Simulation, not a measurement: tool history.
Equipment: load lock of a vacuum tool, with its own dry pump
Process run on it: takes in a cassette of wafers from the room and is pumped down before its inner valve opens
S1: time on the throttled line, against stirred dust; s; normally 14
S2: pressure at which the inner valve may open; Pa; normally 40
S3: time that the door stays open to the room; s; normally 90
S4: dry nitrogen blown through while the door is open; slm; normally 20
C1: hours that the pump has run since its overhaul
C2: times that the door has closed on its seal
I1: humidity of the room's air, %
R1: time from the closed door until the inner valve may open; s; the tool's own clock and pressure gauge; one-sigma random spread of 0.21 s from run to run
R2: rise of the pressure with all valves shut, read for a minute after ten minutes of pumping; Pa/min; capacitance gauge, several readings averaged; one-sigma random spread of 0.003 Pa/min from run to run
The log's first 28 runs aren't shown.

run	hour	S1	S2	S3	S4	C1	C2	I1	R1	R2
29	2155.7	19	41	89	17	7059	28296	42.3	27.7	0.032
30	2250.2	14	45	99	10	7153	28724	44.6	23.3	0.048
31	2336.8	23	42	34	20	7240	29116	43.6	31	0.021
32	2411.5	25	40	90	17	7315	29454	45	32.3	0.04
33	2497.3	13	40	40	20	7400	29842	43.2	22.4	0.028
34	2551.3	13	58	127	20	7454	30087	44	22.5	0.032
35	2627.7	26	35	118	21	7531	30433	44.4	33.6	0.037
36	2695.1	14	67	42	20	7598	30738	42.2	22.9	0.028

Each row is a separate what-if for the run after 36, all from the same tool condition, not one after another. Results?
A	2801.6	17	65	90	10	7705	31220	47.6	?	?
B	2801.6	26	40	90	20	7705	31220	40.9	?	?
C	2801.6	14	74	90	20	7705	31220	42.9	?	?
D	2801.6	14	40	90	5	7705	31220	46.6	?	?
E	2801.6	14	67	76	33	7705	31220	42.7	?	?

run	R1	R2
A	25.3	0.048
B	33.2	0.029
C	22.9	0.032
D	23.1	0.066
E	22.8	0.029
With the hidden condition removed and each run's random variation left untouched, the same runs would have given:
run	R1	R2
A	25.2	0.048
B	33.2	0.029
C	22.9	0.031
D	23	0.065
E	22.8	0.028
